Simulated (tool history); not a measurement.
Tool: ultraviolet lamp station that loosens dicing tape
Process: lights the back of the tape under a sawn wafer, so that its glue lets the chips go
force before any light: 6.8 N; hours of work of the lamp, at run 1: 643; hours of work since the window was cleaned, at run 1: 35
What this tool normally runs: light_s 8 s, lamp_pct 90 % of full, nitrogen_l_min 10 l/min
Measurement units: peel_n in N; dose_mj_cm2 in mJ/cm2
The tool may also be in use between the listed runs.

run	hour	light_s	lamp_pct	nitrogen_l_min	hours of work of the lamp	hours of work since the window was cleaned	peel_n	dose_mj_cm2
1	0.0	8	90	10	643	35	0.587	155
2	65.6	8	90	10	686	79	0.686	150
3	162.1	8	90	10	751	143	0.801	137
4	245.4	8	90	10	806	199	0.944	129
# hour 294.0: lamp changed
# hour 323.4: window cleaned of glue's vapour
5	331.5	5	90	10	25	5	1.220	110
6	422.4	5	90	10	85	66	1.322	102
7	480.1	8	62	10	123	104	1.278	104
8	533.1	8	62	10	159	139	1.402	99
# hour 573.7: window cleaned of glue's vapour, once more
9	613.5	8	90	19	212	26	0.213	206
10	655.8	8	90	13	240	55	0.295	205
11	737.5	4	89	12	294	109	1.407	95
12	826.8	4	95	12	354	168	1.491	88
13	901.6	7	79	6	403	218	1.299	125
# hour 950.7: window cleaned of glue's vapour
14	985.4	5	65	3	459	23	2.947	82
15	1037.9	15	60	18	493	58	0.197	218
16	1094.8	8	65	20	531	96	0.770	115

Predict the results of run 17:
17	1168.1	8	65	20	580	144	?	?

Run 17 came out at peel_n 0.861 N, dose_mj_cm2 108 mJ/cm2.
Without the tool's hidden state the same run would have given peel_n 0.321 N, dose_mj_cm2 169 mJ/cm2.

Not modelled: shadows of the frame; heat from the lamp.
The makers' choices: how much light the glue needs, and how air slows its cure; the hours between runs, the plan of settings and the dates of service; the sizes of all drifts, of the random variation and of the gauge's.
